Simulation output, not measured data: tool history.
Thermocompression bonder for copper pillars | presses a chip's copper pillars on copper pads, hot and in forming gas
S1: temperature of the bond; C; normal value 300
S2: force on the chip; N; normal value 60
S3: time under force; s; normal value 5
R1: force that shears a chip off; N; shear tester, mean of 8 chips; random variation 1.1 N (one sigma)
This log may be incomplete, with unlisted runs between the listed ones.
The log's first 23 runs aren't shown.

run,hour,S1,S2,S3,R1
# hour 1142.3: heater calibrated with a thermocouple chip, once more
24,1166.5,289,60,4,82.8
25,1212.1,289,60,4,81.4
26,1267.4,292,70,11,115.5
27,1299.0,292,70,11,114.3
28,1331.4,283,89,11,117.7
29,1391.0,283,89,11,115.9
30,1443.9,283,89,11,116.3
# hour 1470.1: forming gas filter changed
31,1514.4,283,89,11,120.0
32,1554.4,300,72,3,92.5
33,1609.6,295,48,11,103.6

Run 34 comes next. What will it give?
34,1663.8,295,71,10,?

R1: 115.2 N
Without the tool's hidden state the same run would have given R1 120.0 N.
